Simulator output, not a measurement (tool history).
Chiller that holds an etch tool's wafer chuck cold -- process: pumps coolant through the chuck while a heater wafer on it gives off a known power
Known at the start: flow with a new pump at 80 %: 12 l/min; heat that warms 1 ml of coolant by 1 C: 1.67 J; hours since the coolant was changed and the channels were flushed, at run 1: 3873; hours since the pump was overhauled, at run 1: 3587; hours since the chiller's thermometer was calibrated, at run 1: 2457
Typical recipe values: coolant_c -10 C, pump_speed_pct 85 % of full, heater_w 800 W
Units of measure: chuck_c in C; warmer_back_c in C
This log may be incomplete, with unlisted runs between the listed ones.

run	hour	coolant_c	pump_speed_pct	heater_w	hours since the coolant was changed and the channels were flushed	hours since the pump was overhauled	hours since the chiller's thermometer was calibrated	chuck_c	warmer_back_c
1	0.0	-10	85	800	3873	3587	2457	-4.7	2.35
# hour 18.0: chiller's thermometer calibrated
2	168.6	-10	85	800	4041	3754	151	-4.5	2.37
3	376.5	-10	85	800	4248	3962	358	-4.7	2.40
4	537.8	-10	67	800	4410	4123	520	-3.3	3.10
5	758.9	-6	67	800	4631	4344	741	0.8	3.08
6	915.0	-10	85	555	4787	4501	897	-6.2	1.62
7	1027.9	-10	85	800	4900	4613	1010	-4.6	2.37
8	1237.3	-10	85	800	5109	4823	1219	-4.4	2.40
9	1409.3	-10	85	800	5281	4995	1391	-4.4	2.40
10	1566.5	-10	85	657	5438	5152	1548	-5.6	1.99
11	1776.6	-10	85	404	5649	5362	1759	-7.3	1.15
# hour 1826.1: coolant changed, channels flushed
12	1950.0	-10	85	404	124	5530	1926	-7.7	1.19
13	2122.0	-1	75	1121	296	5702	2098	6.8	3.88
14	2297.7	-4	87	795	472	5877	2274	0.8	2.36
15	2429.7	-8	70	826	604	6009	2406	-1.9	3.13
# hour 2508.6: chiller's thermometer calibrated
16	2616.3	-10	62	407	789	6195	108	-6.4	1.75
17	2829.5	-5	85	1159	1002	6408	321	2.5	3.61
18	2928.5	-5	85	1159	1101	6507	420	2.5	3.55
19	3032.6	-5	85	1159	1205	6611	524	2.7	3.58
20	3172.7	-17	99	1159	1346	6751	664	-10.3	3.01
21	3318.5	-17	99	1159	1491	6897	810	-10.1	3.03

Below are 3 alternative next runs, each starting from the tool's condition after run 21. Predict each:
A	3476.2	-17	62	1159	1649	7055	968	?	?
B	3476.2	-13	92	1159	1649	7055	968	?	?
C	3476.2	-6	74	1161	1649	7055	968	?	?

run	chuck_c	warmer_back_c
A	-6.9	5.18
B	-5.7	3.26
C	2.8	4.18
Stripped of hidden state, with their random variation kept, the same runs would have yielded:
run	chuck_c	warmer_back_c
A	-8.1	4.67
B	-6.5	2.93
C	1.9	3.76
